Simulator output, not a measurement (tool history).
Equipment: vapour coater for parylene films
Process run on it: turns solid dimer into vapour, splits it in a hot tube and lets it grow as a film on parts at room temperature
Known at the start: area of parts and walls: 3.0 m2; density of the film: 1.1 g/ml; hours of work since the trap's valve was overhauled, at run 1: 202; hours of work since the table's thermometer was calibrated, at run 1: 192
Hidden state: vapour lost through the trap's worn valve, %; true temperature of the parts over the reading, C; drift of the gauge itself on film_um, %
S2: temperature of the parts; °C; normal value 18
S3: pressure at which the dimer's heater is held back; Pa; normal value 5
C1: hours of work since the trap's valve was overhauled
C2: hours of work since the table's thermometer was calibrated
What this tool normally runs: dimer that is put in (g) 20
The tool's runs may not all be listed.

run 1 day=0 | dimer_that_is_put_in_(g)=20 S2=18 S3=5 | C1=202 C2=192 | thickness_of_the_film_(nm)=3530
run 2 day=0.979 | dimer_that_is_put_in_(g)=20 S2=18 S3=5 | C1=213 C2=203 | thickness_of_the_film_(nm)=3530
run 3 day=2.692 | dimer_that_is_put_in_(g)=20 S2=18 S3=5 | C1=233 C2=223 | thickness_of_the_film_(nm)=3540
run 4 day=4.346 | dimer_that_is_put_in_(g)=20 S2=18 S3=5 | C1=252 C2=242 | thickness_of_the_film_(nm)=3500
run 5 day=6.038 | dimer_that_is_put_in_(g)=20 S2=18 S3=5 | C1=271 C2=261 | thickness_of_the_film_(nm)=3480
run 6 day=7.262 | dimer_that_is_put_in_(g)=20 S2=18 S3=5 | C1=285 C2=275 | thickness_of_the_film_(nm)=3490
run 7 day=9.329 | dimer_that_is_put_in_(g)=20 S2=18 S3=5 | C1=309 C2=299 | thickness_of_the_film_(nm)=3510
run 8 day=10.262 | dimer_that_is_put_in_(g)=20 S2=18 S3=5 | C1=320 C2=310 | thickness_of_the_film_(nm)=3540
run 9 day=12.158 | dimer_that_is_put_in_(g)=20 S2=18 S3=6.87 | C1=341 C2=331 | thickness_of_the_film_(nm)=3280
-- day=13.688 trap's valve overhauled
run 10 day=14.25 | dimer_that_is_put_in_(g)=20 S2=18 S3=5 | C1=6 C2=354 | thickness_of_the_film_(nm)=3520
run 11 day=15.971 | dimer_that_is_put_in_(g)=20 S2=18 S3=5 | C1=26 C2=373 | thickness_of_the_film_(nm)=3500
run 12 day=17.617 | dimer_that_is_put_in_(g)=20 S2=18 S3=5 | C1=45 C2=392 | thickness_of_the_film_(nm)=3520
run 13 day=19.583 | dimer_that_is_put_in_(g)=20 S2=18 S3=5 | C1=68 C2=415 | thickness_of_the_film_(nm)=3490
run 14 day=21.292 | dimer_that_is_put_in_(g)=20 S2=18 S3=9.6 | C1=87 C2=434 | thickness_of_the_film_(nm)=3090
run 15 day=22.875 | dimer_that_is_put_in_(g)=20 S2=18 S3=9.6 | C1=105 C2=452 | thickness_of_the_film_(nm)=3140
run 16 day=24.471 | dimer_that_is_put_in_(g)=20 S2=18 S3=4.81 | C1=123 C2=471 | thickness_of_the_film_(nm)=3580
run 17 day=25.458 | dimer_that_is_put_in_(g)=20 S2=18 S3=4.81 | C1=135 C2=482 | thickness_of_the_film_(nm)=3540
run 18 day=26.942 | dimer_that_is_put_in_(g)=20 S2=18 S3=4.81 | C1=152 C2=499 | thickness_of_the_film_(nm)=3540
run 19 day=28.229 | dimer_that_is_put_in_(g)=10 S2=13 S3=2.14 | C1=167 C2=514 | thickness_of_the_film_(nm)=2360
run 20 day=29.304 | dimer_that_is_put_in_(g)=10 S2=13 S3=2.14 | C1=179 C2=526 | thickness_of_the_film_(nm)=2410
run 21 day=31.267 | dimer_that_is_put_in_(g)=10 S2=13 S3=2.14 | C1=201 C2=548 | thickness_of_the_film_(nm)=2370
run 22 day=32.35 | dimer_that_is_put_in_(g)=10 S2=13 S3=2.14 | C1=214 C2=561 | thickness_of_the_film_(nm)=2380
run 23 day=33.35 | dimer_that_is_put_in_(g)=10 S2=13 S3=2.14 | C1=225 C2=572 | thickness_of_the_film_(nm)=2390
run 24 day=34.804 | dimer_that_is_put_in_(g)=22 S2=15 S3=5 | C1=242 C2=589 | thickness_of_the_film_(nm)=4170
run 25 day=35.829 | dimer_that_is_put_in_(g)=20 S2=14 S3=2.49 | C1=254 C2=601 | thickness_of_the_film_(nm)=4540
run 26 day=37.396 | dimer_that_is_put_in_(g)=20 S2=14 S3=2.49 | C1=272 C2=619 | thickness_of_the_film_(nm)=4520
run 27 day=38.55 | dimer_that_is_put_in_(g)=20 S2=14 S3=2.49 | C1=285 C2=632 | thickness_of_the_film_(nm)=4550
run 28 day=39.808 | dimer_that_is_put_in_(g)=20 S2=14 S3=2.49 | C1=299 C2=646 | thickness_of_the_film_(nm)=4550
run 29 day=41.583 | dimer_that_is_put_in_(g)=20 S2=14 S3=2.49 | C1=320 C2=667 | thickness_of_the_film_(nm)=4530
run 30 day=43.367 | dimer_that_is_put_in_(g)=22 S2=18 S3=2.62 | C1=340 C2=687 | thickness_of_the_film_(nm)=4460
-- day=45.088 trap's valve overhauled
run 31 day=45.321 | dimer_that_is_put_in_(g)=22 S2=18 S3=8.19 | C1=3 C2=708 | thickness_of_the_film_(nm)=3480
run 32 day=46.979 | dimer_that_is_put_in_(g)=12 S2=15 S3=3.66 | C1=22 C2=727 | thickness_of_the_film_(nm)=2420
run 33 day=48.204 | dimer_that_is_put_in_(g)=12 S2=15 S3=3.66 | C1=36 C2=741 | thickness_of_the_film_(nm)=2460
run 34 day=49.217 | dimer_that_is_put_in_(g)=20 S2=22 S3=5 | C1=47 C2=752 | thickness_of_the_film_(nm)=3200
run 35 day=51.275 | dimer_that_is_put_in_(g)=20 S2=22 S3=5 | C1=71 C2=776 | thickness_of_the_film_(nm)=3160
run 36 day=52.483 | dimer_that_is_put_in_(g)=20 S2=22 S3=5 | C1=85 C2=790 | thickness_of_the_film_(nm)=3190

Predict each of these 3 candidate next runs independently; none follows another, all start after run 36:
run A day=53.417 | dimer_that_is_put_in_(g)=19 S2=25 S3=7.05 | C1=95 C2=800 | thickness_of_the_film_(nm)=?
run B day=53.417 | dimer_that_is_put_in_(g)=35 S2=18 S3=2.23 | C1=95 C2=800 | thickness_of_the_film_(nm)=?
run C day=53.417 | dimer_that_is_put_in_(g)=13 S2=22 S3=5.76 | C1=95 C2=800 | thickness_of_the_film_(nm)=?

run=A thickness_of_the_film_(nm)=2580
run=B thickness_of_the_film_(nm)=7330
run=C thickness_of_the_film_(nm)=1980
With no hidden state in the tool, these same runs would have given:
run=A thickness_of_the_film_(nm)=2580
run=B thickness_of_the_film_(nm)=7340
run=C thickness_of_the_film_(nm)=1980
